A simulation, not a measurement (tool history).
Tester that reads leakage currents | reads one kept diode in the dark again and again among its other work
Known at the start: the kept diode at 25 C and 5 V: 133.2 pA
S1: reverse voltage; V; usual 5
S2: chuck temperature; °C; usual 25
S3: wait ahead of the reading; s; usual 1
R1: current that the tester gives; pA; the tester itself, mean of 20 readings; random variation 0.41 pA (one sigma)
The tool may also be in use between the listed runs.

run	hour	S1	S2	S3	R1
1	0	5	25	1	138.31
2	34.6	5	25	1	137.99
3	58	1.56	25	1	90.65
4	94	1.56	25	1	91.53
5	115.6	5	25	0.56	139.03
6	135.8	5	25	1	138.64
7	181.1	5	25	1	137.99
8	212.7	5	25	1	137.76
9	246.4	5	25	1	138.21
10	294.7	5	25	1	138.55
11	336.8	5	25	1	138.07
12	386	5	25	1	138.58
13	432.3	5	25	1	139.01
14	476.8	3.06	25	1	117.36
15	514.9	5	21	1.43	103.22
16	546.5	1.36	21	1.43	64.6
17	594.2	5	21	1	104.27
18	626.5	13.18	40	4.37	554.63
19	653.8	5.63	40	4.37	413.96
20	687.8	5.63	40	4.37	413.93
21	710.3	4.61	49	0.34	695.99
22	749.8	4.61	49	0.34	696.82
23	786.6	4.61	31	2.31	207.62
24	826	4.61	20	2.31	93
25	859.7	4.61	20	2.31	93.42
26	900.5	1.73	25	0.35	96.8
27	936.7	1.73	25	0.35	96.62

Hidden state or all else? Some run-to-run changes of R1, split into what the settings, what came in and random variation would give without the hidden state, and what is left for the hidden state (with any gauge scatter that isn't in both results):
The hidden state here: stray current of the dirty probe card, pA a volt; current scale over the true one, %; true chuck temperature over the reading, C; drift of the gauge itself on leakage_pa, %.
Run 17 -> 18: S1 5 -> 13.18, S2 21 -> 40, S3 1 -> 4.37. R1 +450.36 pA: hidden state +10.95, all else +439.41.
Run 22 -> 23: S2 49 -> 31, S3 0.34 -> 2.31. R1 -489.2 pA: hidden state -8.63, all else -480.57.
